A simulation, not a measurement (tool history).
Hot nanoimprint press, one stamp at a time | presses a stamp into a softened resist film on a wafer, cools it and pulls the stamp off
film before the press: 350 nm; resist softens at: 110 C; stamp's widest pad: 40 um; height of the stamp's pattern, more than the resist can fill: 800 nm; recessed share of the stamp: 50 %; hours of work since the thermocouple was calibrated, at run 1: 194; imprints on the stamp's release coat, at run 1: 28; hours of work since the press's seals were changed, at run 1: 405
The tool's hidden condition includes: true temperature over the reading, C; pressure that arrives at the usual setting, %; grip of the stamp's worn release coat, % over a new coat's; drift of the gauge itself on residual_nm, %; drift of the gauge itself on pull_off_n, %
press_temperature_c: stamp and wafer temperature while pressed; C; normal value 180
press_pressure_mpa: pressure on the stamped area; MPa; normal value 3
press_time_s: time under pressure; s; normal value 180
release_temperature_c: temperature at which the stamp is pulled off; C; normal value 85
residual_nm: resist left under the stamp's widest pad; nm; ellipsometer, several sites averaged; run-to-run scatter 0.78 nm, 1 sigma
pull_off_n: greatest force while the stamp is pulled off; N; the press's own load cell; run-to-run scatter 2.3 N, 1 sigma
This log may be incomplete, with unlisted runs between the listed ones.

| run | hour | press_temperature_c | press_pressure_mpa | press_time_s | release_temperature_c | hours of work since the thermocouple was calibrated | imprints on the stamp's release coat | hours of work since the press's seals were changed | residual_nm | pull_off_n |
|---|---|---|---|---|---|---|---|---|---|---|
| 1 | 0 | 180 | 3 | 180 | 85 | 194 | 28 | 405 | 158.5 | 105 |
| 2 | 14.1 | 180 | 3 | 180 | 85 | 203 | 83 | 414 | 157 | 108 |
| 3 | 34.9 | 180 | 3 | 180 | 75 | 217 | 163 | 428 | 157.3 | 121 |
| 4 | 62 | 180 | 2.15 | 180 | 85 | 234 | 268 | 445 | 183.5 | 113 |
| 5 | 90.9 | 180 | 2.15 | 180 | 85 | 253 | 379 | 464 | 183.1 | 115 |
| 6 | 104.9 | 180 | 3 | 180 | 80 | 262 | 433 | 473 | 158.2 | 127 |
| 7 | 129.6 | 180 | 3 | 180 | 80 | 278 | 528 | 489 | 158.5 | 125 |
| 8 | 147.8 | 180 | 3 | 180 | 80 | 289 | 599 | 501 | 158.6 | 128 |
|  | 174.7 | stamp cleaned and given a new release coat |
| 9 | 179 | 180 | 3 | 180 | 85 | 306 | 17 | 517 | 159 | 100 |
| 10 | 208.9 | 180 | 3 | 180 | 85 | 325 | 132 | 536 | 160.5 | 107 |
| 11 | 222.4 | 180 | 4.57 | 180 | 85 | 333 | 184 | 545 | 131.1 | 110 |
| 12 | 252.4 | 180 | 4.57 | 180 | 85 | 353 | 300 | 564 | 132.2 | 115 |
| 13 | 275.5 | 183 | 2.94 | 180 | 77 | 368 | 389 | 579 | 140.7 | 127 |
| 14 | 289.5 | 180 | 3.82 | 180 | 85 | 377 | 443 | 588 | 144.5 | 119 |
| 15 | 306.6 | 180 | 3.82 | 180 | 87 | 388 | 509 | 599 | 143.8 | 119 |
|  | 325.8 | plate thermocouple calibrated |
| 16 | 335.7 | 180 | 3.82 | 180 | 87 | 6 | 610 | 616 | 137.3 | 119 |
|  | 359.2 | stamp cleaned and given a new release coat |
| 17 | 366.7 | 180 | 2.17 | 172 | 91 | 23 | 29 | 632 | 180.4 | 98 |
| 18 | 390.3 | 187 | 1.94 | 253 | 75 | 38 | 120 | 647 | 118.2 | 111 |
| 19 | 412.9 | 180 | 3.1 | 180 | 85 | 52 | 208 | 662 | 151.4 | 109 |
| 20 | 434.3 | 180 | 3.1 | 180 | 85 | 66 | 290 | 676 | 152.9 | 114 |
| 21 | 446.6 | 190 | 2.08 | 180 | 85 | 74 | 338 | 683 | 114.2 | 113 |
| 22 | 472.4 | 170 | 2.08 | 250 | 85 | 91 | 437 | 700 | 249.6 | 120 |
| 23 | 491.1 | 170 | 2.08 | 250 | 85 | 103 | 510 | 712 | 254.9 | 119 |

Here are 3 independent what-if runs from the current tool condition. What would each one return?
| A | 513.9 | 170 | 4.01 | 300 | 85 | 117 | 598 | 727 | ? | ? |
| B | 513.9 | 170 | 2.08 | 250 | 78 | 117 | 598 | 727 | ? | ? |
| C | 513.9 | 170 | 2.08 | 250 | 88 | 117 | 598 | 727 | ? | ? |

| run | residual_nm | pull_off_n |
|---|---|---|
| A | 190.7 | 127 |
| B | 253.6 | 132 |
| C | 251.5 | 130 |
Had the tool no hidden state, the same runs would have come out as:
| run | residual_nm | pull_off_n |
|---|---|---|
| A | 184.7 | 103 |
| B | 249.4 | 107 |
| C | 247.4 | 106 |
